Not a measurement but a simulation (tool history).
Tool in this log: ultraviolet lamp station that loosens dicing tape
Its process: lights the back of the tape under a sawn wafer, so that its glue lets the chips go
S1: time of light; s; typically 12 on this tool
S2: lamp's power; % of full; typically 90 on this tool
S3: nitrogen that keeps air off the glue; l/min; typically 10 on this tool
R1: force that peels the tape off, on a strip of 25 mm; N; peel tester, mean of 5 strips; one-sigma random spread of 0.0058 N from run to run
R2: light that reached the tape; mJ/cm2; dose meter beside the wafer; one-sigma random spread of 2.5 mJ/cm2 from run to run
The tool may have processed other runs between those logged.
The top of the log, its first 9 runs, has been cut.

| run | hour | S1 | S2 | S3 | R1 | R2 |
|---|---|---|---|---|---|---|
|  | 310.6 | window cleaned of glue's vapour |
| 10 | 327.9 | 12 | 90 | 10 | 0.181 | 276 |
| 11 | 359.7 | 12 | 90 | 10 | 0.186 | 272 |
| 12 | 402.9 | 12 | 90 | 10 | 0.209 | 263 |
| 13 | 446.3 | 12 | 90 | 10 | 0.219 | 253 |
| 14 | 466.8 | 18 | 90 | 10 | 0.124 | 380 |
| 15 | 499.6 | 12 | 90 | 10 | 0.248 | 244 |
| 16 | 527.2 | 12 | 90 | 10 | 0.246 | 243 |
| 17 | 554.6 | 12 | 90 | 10 | 0.249 | 237 |
| 18 | 587.4 | 12 | 90 | 10 | 0.288 | 233 |
| 19 | 608.6 | 12 | 90 | 10 | 0.275 | 226 |
| 20 | 651.5 | 12 | 90 | 10 | 0.314 | 221 |
|  | 678.3 | window cleaned of glue's vapour |
| 21 | 685.5 | 12 | 99 | 10 | 0.162 | 285 |
| 22 | 730.5 | 12 | 99 | 10 | 0.181 | 280 |
| 23 | 750.3 | 8 | 73 | 10 | 0.934 | 131 |
| 24 | 783.7 | 8 | 73 | 10 | 1.072 | 127 |
| 25 | 829.1 | 8 | 88 | 11 | 0.702 | 152 |
| 26 | 864.8 | 12 | 64 | 16 | 0.471 | 162 |
| 27 | 891.1 | 12 | 64 | 16 | 0.469 | 161 |
| 28 | 924.9 | 17 | 93 | 10 | 0.136 | 326 |
| 29 | 968.5 | 12 | 90 | 4 | 0.754 | 216 |

Expected results for the next run?
| 30 | 987.5 | 11 | 77 | 4 | ? | ? |

{"run 30": {"R1": 1.226, "R2": 162}}
On a tool with no hidden condition, and with the same random variation, this run would have come out at R1 0.555 N, R2 238 mJ/cm2.

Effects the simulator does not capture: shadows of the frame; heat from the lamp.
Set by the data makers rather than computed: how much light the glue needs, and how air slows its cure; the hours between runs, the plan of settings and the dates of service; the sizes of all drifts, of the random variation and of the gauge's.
